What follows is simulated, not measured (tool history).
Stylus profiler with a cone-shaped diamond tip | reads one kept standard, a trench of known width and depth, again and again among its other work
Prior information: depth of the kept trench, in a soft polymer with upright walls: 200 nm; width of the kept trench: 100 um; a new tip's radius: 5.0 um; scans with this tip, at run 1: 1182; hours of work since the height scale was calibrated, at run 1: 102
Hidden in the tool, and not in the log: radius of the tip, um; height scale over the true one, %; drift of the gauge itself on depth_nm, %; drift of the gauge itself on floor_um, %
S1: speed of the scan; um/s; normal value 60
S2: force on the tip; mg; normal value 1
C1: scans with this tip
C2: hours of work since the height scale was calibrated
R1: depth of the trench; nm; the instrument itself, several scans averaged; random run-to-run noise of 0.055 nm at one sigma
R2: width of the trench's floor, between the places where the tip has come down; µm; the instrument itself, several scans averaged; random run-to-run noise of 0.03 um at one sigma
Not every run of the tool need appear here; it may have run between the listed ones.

run,hour,S1,S2,C1,C2,R1,R2
1,0,60,1,1182,102,201.59,96.47
2,18.3,60,1,1318,113,201.55,96.49
3,38.3,60,1,1465,126,201.56,96.46
4,49.4,60,1,1548,133,201.6,96.43
5,65.4,71,1,1666,143,201.59,96.31
6,82.1,71,1,1789,154,201.66,96.3
7,93.3,71,1,1872,161,201.6,96.23
8,112,60,1,2010,173,201.59,96.42
9,125.8,26,0.41,2113,182,200.9,96.42
10,137.2,26,0.41,2197,189,200.92,96.47
11,153.2,26,0.41,2315,199,200.93,96.46
12,172.9,26,0.41,2461,212,200.98,96.39
13,187.6,60,0.39,2569,221,200.87,95.95
14,196.7,60,0.39,2636,227,200.97,95.95
15,210.9,68,0.92,2742,236,201.66,96.15

Alternative continuations, all from the tool just after run 15; predict every row:
A,225,60,1.04,2846,245,?,?
B,225,137,0.57,2846,245,?,?
C,225,60,0.92,2846,245,?,?

run,R1,R2
A,201.67,96.21
B,201.18,95.24
C,201.49,96.16
What these runs would have given with no unlogged condition in the tool:
run,R1,R2
A,201.49,96.75
B,201,95.78
C,201.31,96.69
